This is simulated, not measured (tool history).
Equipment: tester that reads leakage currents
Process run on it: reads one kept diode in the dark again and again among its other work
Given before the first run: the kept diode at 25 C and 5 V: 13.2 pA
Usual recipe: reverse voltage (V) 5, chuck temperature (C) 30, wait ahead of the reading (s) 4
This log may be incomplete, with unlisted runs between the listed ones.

run,day,reverse voltage (V),chuck temperature (C),wait ahead of the reading (s),current that the tester gives (pA)
1,0,5,30,4,28.1
2,1.758,5,30,8.69,27.67
3,3.012,5,30,4,28.07
4,4.904,5,26,4,22.32
5,7.621,5,26,4,22.48
6,10.229,5,26,4,22.54
# day 10.725: chuck's temperature calibrated
7,13.204,5,30,4,27.77
8,14.888,5,30,4,28.01
# day 15.192: probe card cleaned and baked
9,16.883,5,30,7.83,32.32
10,19.362,5,30,7.83,32.62
11,21.267,5,30,7.83,32.57
12,24.229,5,30,7.83,32.75
13,26.142,1.68,30,4,15.4
14,28.133,5,30,4,33.1
15,29.821,10.44,36,2.13,76.9
# day 30.654: probe card cleaned and baked, once more
16,31.188,10.44,21,5.01,14.76
17,33.4,1.64,32,0.48,13.8
18,35.242,17.97,32,0.6,56.11
19,38.196,17.97,32,0.6,56.75
20,40.554,7.62,32,3.46,31.69
21,41.967,5.9,32,3.02,27.7
22,43.367,5.9,32,3.02,27.78
23,45.608,3.3,43,3.02,47.05
24,47.983,3.42,52,0.49,93.47
25,49.354,5,40,0.61,48.85
26,52.308,19.41,42,0.42,127.69
27,53.9,19.41,42,3.08,119.7
28,56.129,2.15,45,4.72,43.36

Alternative continuations, all from the tool just after run 28; predict every row:
A,57.496,2.15,25,4.72,?
B,57.496,18.02,24,2.05,?
C,57.496,19.21,48,0.55,?
D,57.496,5,26,9.26,?
E,57.496,2.15,22,0.67,?

run,current that the tester gives (pA)
A,9.23
B,32.09
C,189.9
D,16.28
E,7.87
What these runs would have given with no unlogged condition in the tool:
run,current that the tester gives (pA)
A,8.37
B,26.66
C,179.79
D,14.48
E,7.09
